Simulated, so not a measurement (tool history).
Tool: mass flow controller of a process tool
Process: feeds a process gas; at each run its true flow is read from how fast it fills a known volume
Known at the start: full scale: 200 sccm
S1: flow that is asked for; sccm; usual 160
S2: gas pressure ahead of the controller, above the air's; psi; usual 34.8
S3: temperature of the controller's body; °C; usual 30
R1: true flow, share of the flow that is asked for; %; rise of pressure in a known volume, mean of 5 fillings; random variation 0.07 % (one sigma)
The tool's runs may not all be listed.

run 1 hour=0.0 | S1=160 S2=34.8 S3=30 | R1=99.83
run 2 hour=62.1 | S1=160 S2=34.8 S3=30 | R1=99.77
run 3 hour=118.2 | S1=160 S2=34.8 S3=30 | R1=99.92
run 4 hour=181.3 | S1=59 S2=34.8 S3=30 | R1=99.73
run 5 hour=263.0 | S1=59 S2=34.8 S3=30 | R1=99.63
run 6 hour=354.8 | S1=42 S2=33.2 S3=30 | R1=99.96
run 7 hour=406.5 | S1=93 S2=26.4 S3=30 | R1=99.86
run 8 hour=460.6 | S1=25 S2=22.9 S3=30 | R1=100.90
run 9 hour=506.7 | S1=160 S2=22.3 S3=30 | R1=100.10
run 10 hour=572.4 | S1=160 S2=20.5 S3=29 | R1=100.16

Some steps in R1 between neighbouring runs. How much of each would the tool show without its hidden state too (settings, what came in, random variation), and how much is left for the hidden state, with any gauge scatter that isn't in both results?
The hidden state here: flow at rest that the sensor doesn't see, % of full scale; true flow over the shown one, %; drift of the gauge itself on true_pct, %.
Run 7 -> 8: S1 93 -> 25, S2 26.4 -> 22.9. R1 +1.04 %: hidden state +1.50, all else -0.46.
Run 8 -> 9: S1 25 -> 160, S2 22.9 -> 22.3. R1 -0.80 %: hidden state -1.71, all else +0.91.

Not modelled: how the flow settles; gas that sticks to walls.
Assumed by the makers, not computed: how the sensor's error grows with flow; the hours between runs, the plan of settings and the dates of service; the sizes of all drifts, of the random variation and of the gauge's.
